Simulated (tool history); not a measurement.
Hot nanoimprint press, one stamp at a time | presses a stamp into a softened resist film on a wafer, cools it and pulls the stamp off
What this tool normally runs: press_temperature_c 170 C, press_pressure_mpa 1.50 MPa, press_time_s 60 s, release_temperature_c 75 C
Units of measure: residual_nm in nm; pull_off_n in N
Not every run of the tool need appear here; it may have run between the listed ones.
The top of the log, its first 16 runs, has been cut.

run,hour,press_temperature_c,press_pressure_mpa,press_time_s,release_temperature_c,hours of work since the thermocouple was calibrated,imprints on the stamp's release coat,hours of work since the press's seals were changed,residual_nm,pull_off_n
17,160.9,170,1.93,60,75,12,128,147,160.3,157
18,172.7,171,1.33,58,69,21,187,156,182.6,178
19,182.5,171,1.33,58,69,29,237,163,182.4,177
20,190.3,170,1.33,72,80,35,276,169,179.6,146
21,196.8,182,1.33,66,80,40,309,174,92.4,146
22,208.9,180,1.33,66,65,49,369,183,103.5,195
23,218.6,178,0.93,93,70,56,418,191,123.8,178
24,225.8,178,0.93,93,70,62,454,196,123.8,178
25,237.9,178,0.93,93,70,71,515,205,123.8,178
26,244.9,171,1.94,60,75,76,550,211,149.9,165
27,255.5,170,1.50,49,64,84,603,219,192.5,199
28,268.8,170,1.50,49,64,95,670,229,192.2,197
29,280.1,170,1.50,49,64,103,727,238,192.0,199
30,286.5,170,2.33,49,67,108,759,242,155.9,191

Each row is a separate what-if for the run after 30, all from the same tool condition, not one after another. Results?
A,292.8,166,1.50,35,81,113,791,247,?,?
B,292.8,166,0.95,39,67,113,791,247,?,?
C,292.8,170,2.33,49,76,113,791,247,?,?
D,292.8,170,1.50,72,75,113,791,247,?,?

run,residual_nm,pull_off_n
A,254.4,148
B,282.1,194
C,155.9,164
D,169.1,166
The same runs, with their run-to-run variation unchanged, on a tool lacking any hidden condition would have given:
run,residual_nm,pull_off_n
A,255.8,140
B,283.6,184
C,156.3,156
D,170.3,157
